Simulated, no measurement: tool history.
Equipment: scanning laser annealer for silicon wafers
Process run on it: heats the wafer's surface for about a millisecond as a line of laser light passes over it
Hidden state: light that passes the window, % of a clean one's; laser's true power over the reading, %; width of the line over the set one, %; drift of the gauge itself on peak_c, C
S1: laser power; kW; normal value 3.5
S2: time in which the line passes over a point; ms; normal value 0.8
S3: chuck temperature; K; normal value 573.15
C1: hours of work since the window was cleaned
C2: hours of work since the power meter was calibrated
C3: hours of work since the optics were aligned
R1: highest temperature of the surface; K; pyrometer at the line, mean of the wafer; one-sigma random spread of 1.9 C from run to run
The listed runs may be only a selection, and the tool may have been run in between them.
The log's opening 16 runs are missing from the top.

| run | hour | S1 | S2 | S3 | C1 | C2 | C3 | R1 |
|---|---|---|---|---|---|---|---|---|
| 17 | 1149.5 | 3.5 | 0.899 | 573.15 | 176 | 2088 | 578 | 1373.15 |
| 18 | 1249.3 | 3.5 | 0.899 | 573.15 | 220 | 2132 | 622 | 1364.15 |
| 19 | 1292.4 | 3.5 | 0.899 | 573.15 | 239 | 2151 | 641 | 1363.15 |
| 20 | 1392.3 | 3.5 | 0.899 | 578.15 | 283 | 2195 | 685 | 1359.15 |
|  | 1459.4 | window over the wafer cleaned |
| 21 | 1472.6 | 3.5 | 0.899 | 578.15 | 6 | 2230 | 720 | 1395.15 |
| 22 | 1541.6 | 3.5 | 0.899 | 578.15 | 36 | 2260 | 750 | 1393.15 |
| 23 | 1626.1 | 3.361 | 0.665 | 559.15 | 74 | 2298 | 788 | 1213.15 |
| 24 | 1729.4 | 3.361 | 0.665 | 559.15 | 119 | 2343 | 833 | 1207.15 |
| 25 | 1782.8 | 3.361 | 0.665 | 611.15 | 143 | 2367 | 857 | 1255.15 |
| 26 | 1867.8 | 3.5 | 0.725 | 552.15 | 181 | 2404 | 894 | 1258.15 |
| 27 | 1911.7 | 3.5 | 0.725 | 552.15 | 200 | 2424 | 914 | 1252.15 |
| 28 | 1991.7 | 3.5 | 0.993 | 572.15 | 235 | 2459 | 949 | 1396.15 |
| 29 | 2045.5 | 3.811 | 0.993 | 572.15 | 259 | 2483 | 973 | 1489.15 |
| 30 | 2126 | 3.556 | 0.928 | 573.15 | 295 | 2519 | 1009 | 1373.15 |
|  | 2172.1 | window over the wafer cleaned |
| 31 | 2216 | 3.385 | 0.928 | 588.15 | 19 | 2557 | 1047 | 1379.15 |
| 32 | 2269.8 | 3.3 | 0.65 | 557.15 | 43 | 2581 | 1071 | 1187.15 |
| 33 | 2330.8 | 3.3 | 0.65 | 557.15 | 70 | 2608 | 1098 | 1180.15 |
| 34 | 2418.1 | 3.3 | 0.65 | 557.15 | 109 | 2647 | 1137 | 1175.15 |
| 35 | 2490.9 | 3.511 | 0.65 | 557.15 | 141 | 2679 | 1169 | 1222.15 |
| 36 | 2583 | 3.571 | 0.846 | 573.15 | 182 | 2720 | 1210 | 1348.15 |
|  | 2596.4 | optics aligned, line set to its width |
| 37 | 2663.2 | 3.571 | 0.75 | 573.15 | 215 | 2753 | 30 | 1320.15 |
| 38 | 2743.5 | 3.571 | 0.75 | 573.15 | 250 | 2788 | 65 | 1314.15 |
| 39 | 2798.4 | 3.36 | 0.806 | 573.15 | 275 | 2813 | 89 | 1282.15 |
|  | 2886.8 | window over the wafer cleaned |
| 40 | 2886.8 | 3.604 | 0.562 | 573.15 | 0 | 2851 | 127 | 1240.15 |

Alternative continuations, all from the tool just after run 40; predict every row:
| A | 2971.1 | 3.323 | 0.8 | 573.15 | 37 | 2888 | 165 | ? |
| B | 2971.1 | 3.744 | 0.8 | 573.15 | 37 | 2888 | 165 | ? |
| C | 2971.1 | 3.5 | 0.966 | 584.15 | 37 | 2888 | 165 | ? |

| run | R1 |
|---|---|
| A | 1296.15 |
| B | 1414.15 |
| C | 1438.15 |
Take away the tool's hidden state, keep each run's random variation, and the runs would have read:
| run | R1 |
|---|---|
| A | 1320.15 |
| B | 1442.15 |
| C | 1467.15 |

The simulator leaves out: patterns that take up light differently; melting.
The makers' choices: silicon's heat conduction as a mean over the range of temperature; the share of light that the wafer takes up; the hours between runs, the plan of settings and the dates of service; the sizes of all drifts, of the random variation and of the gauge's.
